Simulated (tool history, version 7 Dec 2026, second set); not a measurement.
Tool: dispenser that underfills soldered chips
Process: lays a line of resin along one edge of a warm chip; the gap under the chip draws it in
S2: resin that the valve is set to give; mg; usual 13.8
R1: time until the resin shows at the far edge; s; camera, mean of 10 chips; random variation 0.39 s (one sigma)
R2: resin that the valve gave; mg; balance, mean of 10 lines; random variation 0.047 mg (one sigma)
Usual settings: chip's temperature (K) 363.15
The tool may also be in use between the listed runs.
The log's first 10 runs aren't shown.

{"run": 11, "hour": 49.7, "chip's temperature (K)": 363.15, "S2": 13.8, "R1": 28.6, "R2": 13.07}
{"hour": 55.5, "done": "new syringe of resin"}
{"run": 12, "hour": 56.8, "chip's temperature (K)": 363.15, "S2": 17.6, "R1": 24.6, "R2": 16.71}
{"run": 13, "hour": 63.6, "chip's temperature (K)": 363.15, "S2": 13.8, "R1": 29.8, "R2": 13.03}
{"hour": 68.4, "done": "new syringe of resin"}
{"run": 14, "hour": 70.1, "chip's temperature (K)": 363.15, "S2": 13.8, "R1": 25, "R2": 12.94}
{"run": 15, "hour": 74.9, "chip's temperature (K)": 363.15, "S2": 16.9, "R1": 27.9, "R2": 15.82}
{"run": 16, "hour": 81.0, "chip's temperature (K)": 363.15, "S2": 16.9, "R1": 32.6, "R2": 15.78}
{"hour": 81.9, "done": "new syringe of resin"}
{"run": 17, "hour": 84.3, "chip's temperature (K)": 363.15, "S2": 16.9, "R1": 24.9, "R2": 15.76}
{"run": 18, "hour": 90.1, "chip's temperature (K)": 356.15, "S2": 13.8, "R1": 41.2, "R2": 12.84}
{"hour": 94.5, "done": "dispensing valve cleaned and set on the balance"}
{"hour": 96.2, "done": "new syringe of resin"}
{"run": 19, "hour": 96.9, "chip's temperature (K)": 363.15, "S2": 11.8, "R1": 24.8, "R2": 11.77}

Run 20 comes next. What will it give?
{"run": 20, "hour": 100.9, "chip's temperature (K)": 363.15, "S2": 11.8, "R1": "?", "R2": "?"}

R1: 28.5 s
R2: 11.84 mg
Without the tool's hidden state the same run would have given R1 26.2 s, R2 11.9 mg.

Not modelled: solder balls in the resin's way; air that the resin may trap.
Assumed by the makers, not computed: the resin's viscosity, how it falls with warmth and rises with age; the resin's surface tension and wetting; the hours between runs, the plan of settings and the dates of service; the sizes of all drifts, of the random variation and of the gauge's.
